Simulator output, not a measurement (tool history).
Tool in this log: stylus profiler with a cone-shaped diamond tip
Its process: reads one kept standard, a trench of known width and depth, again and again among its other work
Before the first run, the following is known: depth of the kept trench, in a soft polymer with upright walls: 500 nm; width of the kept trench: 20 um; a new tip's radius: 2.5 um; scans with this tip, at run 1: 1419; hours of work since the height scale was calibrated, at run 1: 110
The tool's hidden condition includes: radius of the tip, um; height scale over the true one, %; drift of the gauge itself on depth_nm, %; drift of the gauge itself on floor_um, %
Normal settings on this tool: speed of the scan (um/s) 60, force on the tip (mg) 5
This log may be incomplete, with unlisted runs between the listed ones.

run	hour	speed of the scan (um/s)	force on the tip (mg)	scans with this tip	hours of work since the height scale was calibrated	depth of the trench (nm)	width of the trench's floor (um)
1	0	60	5	1419	110	507.97	16.8
2	20.4	25	5	1610	125	507.7	16.86
3	34	25	5	1738	135	508.25	16.84
4	46.1	25	5	1852	144	508.29	16.86
5	63.5	25	5	2015	156	507.9	16.78
6	84.1	60	5	2209	171	507.76	16.74
7	106.4	60	5	2419	188	508.21	16.67
8	120.5	60	6.65	2552	198	509.86	16.72
9	130.2	28	12.18	2643	205	513.75	16.77
10	144.7	74	9.96	2779	216	512.45	16.68
11	162.7	30	3.55	2949	229	506.88	16.75
12	183.1	60	6.39	3140	244	509.01	16.66
13	196	74	1.83	3261	253	504.47	16.42
14	213.3	140	7.51	3424	266	510.62	16.51
15	237.2	44	4.08	3649	283	507.45	16.65
16	253.9	21	4.08	3806	295	507.47	16.66

Below are 3 alternative next runs, each starting from the tool's condition after run 16. Predict each:
A	266.7	66	4.23	3926	305	?	?
B	266.7	22	10.77	3926	305	?	?
C	266.7	18	4.08	3926	305	?	?

run	depth of the trench (nm)	width of the trench's floor (um)
A	507.69	16.54
B	513.39	16.71
C	507.53	16.68
Had the tool no hidden state, the same runs would have come out as:
run	depth of the trench (nm)	width of the trench's floor (um)
A	506.53	16.79
B	512.21	16.97
C	506.37	16.94

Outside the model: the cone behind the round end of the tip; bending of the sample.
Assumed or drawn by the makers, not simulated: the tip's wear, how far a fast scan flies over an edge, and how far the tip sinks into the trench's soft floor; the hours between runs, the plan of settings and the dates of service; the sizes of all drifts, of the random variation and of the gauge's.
